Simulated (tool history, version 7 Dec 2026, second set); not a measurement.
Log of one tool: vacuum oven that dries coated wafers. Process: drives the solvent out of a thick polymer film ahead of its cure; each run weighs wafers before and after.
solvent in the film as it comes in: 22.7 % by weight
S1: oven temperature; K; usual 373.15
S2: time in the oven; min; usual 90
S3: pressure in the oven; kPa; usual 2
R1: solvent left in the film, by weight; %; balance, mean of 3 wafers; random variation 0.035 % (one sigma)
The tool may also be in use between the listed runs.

run 1 day=0 | S1=373.15 S2=90 S3=2 | R1=2.57
run 2 day=1.196 | S1=373.15 S2=90 S3=2 | R1=2.53
run 3 day=2.662 | S1=373.15 S2=90 S3=7.05 | R1=5.25
run 4 day=3.725 | S1=373.15 S2=90 S3=7.05 | R1=5.27
run 5 day=4.783 | S1=373.15 S2=90 S3=7.05 | R1=5.27
run 6 day=5.804 | S1=373.15 S2=90 S3=7.05 | R1=5.28
run 7 day=7.088 | S1=373.15 S2=90 S3=7.05 | R1=5.31
run 8 day=8.688 | S1=373.15 S2=90 S3=2 | R1=2.5
-- day=8.858 oven's thermocouples calibrated
run 9 day=10.033 | S1=380.15 S2=90 S3=2 | R1=1.47
run 10 day=11.5 | S1=380.15 S2=90 S3=2 | R1=1.48
run 11 day=12.267 | S1=373.15 S2=90 S3=2 | R1=2.55
run 12 day=13.796 | S1=373.15 S2=90 S3=2 | R1=2.48
-- day=14.75 oven's thermocouples calibrated, once more
run 13 day=14.846 | S1=373.15 S2=90 S3=2 | R1=2.61
run 14 day=16.35 | S1=373.15 S2=90 S3=2 | R1=2.69
run 15 day=17.975 | S1=373.15 S2=90 S3=2 | R1=2.59
run 16 day=19.158 | S1=363.15 S2=65 S3=2.01 | R1=7
run 17 day=20.7 | S1=388.15 S2=76 S3=3.56 | R1=1.64
run 18 day=22.438 | S1=364.15 S2=64 S3=3.9 | R1=7.85
run 19 day=23.708 | S1=373.15 S2=128 S3=2 | R1=1.71
run 20 day=24.529 | S1=361.15 S2=90 S3=3.94 | R1=7.16
run 21 day=26.271 | S1=381.15 S2=56 S3=4.46 | R1=3.85
run 22 day=27.908 | S1=381.15 S2=56 S3=4.46 | R1=3.84
run 23 day=28.7 | S1=373.15 S2=86 S3=4.27 | R1=3.98
run 24 day=30.338 | S1=366.15 S2=50 S3=2.59 | R1=7.88
run 25 day=31.692 | S1=373.15 S2=112 S3=1.31 | R1=1.62
run 26 day=33.429 | S1=378.15 S2=155 S3=2.95 | R1=1.63

Forecast each of these 3 alternatives for the next run:
run A day=34.408 | S1=375.15 S2=90 S3=5.97 | R1=?
run B day=34.408 | S1=370.15 S2=135 S3=2.8 | R1=?
run C day=34.408 | S1=367.15 S2=90 S3=1.04 | R1=?

run=A R1=4.25
run=B R1=2.57
run=C R1=3.29
Without the tool's hidden state the same runs would have given:
run=A R1=4.17
run=B R1=2.42
run=C R1=3.17
